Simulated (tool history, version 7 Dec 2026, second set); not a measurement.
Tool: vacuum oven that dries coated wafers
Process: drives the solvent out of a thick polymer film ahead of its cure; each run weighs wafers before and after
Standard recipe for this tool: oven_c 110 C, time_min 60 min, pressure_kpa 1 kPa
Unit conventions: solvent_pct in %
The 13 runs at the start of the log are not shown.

| run | hour | oven_c | time_min | pressure_kpa | hours of work since the thermocouples were calibrated | hours of work since the vacuum gauge was cleaned of residue | solvent_pct |
|---|---|---|---|---|---|---|---|
| 14 | 372.2 | 96 | 60 | 1 | 161 | 913 | 7.33 |
| 15 | 398.1 | 110 | 79 | 1 | 176 | 928 | 1.72 |
| 16 | 442.1 | 110 | 79 | 1 | 202 | 954 | 1.69 |
| 17 | 465.7 | 110 | 79 | 1 | 216 | 968 | 1.69 |
| 18 | 489.9 | 110 | 79 | 1 | 231 | 982 | 1.7 |
| 19 | 524.7 | 103 | 60 | 1 | 251 | 1003 | 4.73 |
| 20 | 559.9 | 110 | 60 | 1 | 272 | 1024 | 2.64 |
| 21 | 601.8 | 110 | 60 | 1 | 297 | 1048 | 2.62 |
| 22 | 622.2 | 110 | 60 | 1 | 309 | 1060 | 2.64 |
| 23 | 643.3 | 110 | 85 | 1 | 321 | 1073 | 1.49 |
| 24 | 676.4 | 110 | 60 | 1 | 340 | 1092 | 2.64 |
| 25 | 697.4 | 110 | 40 | 1.46 | 353 | 1105 | 4.81 |

Forecast run 26:
| 26 | 716.9 | 110 | 40 | 1.46 | 364 | 1116 | ? |

{"run 26": {"solvent_pct": 4.77}}
Minus the tool's unlogged condition, the same run would have read solvent_pct 4.66 %.
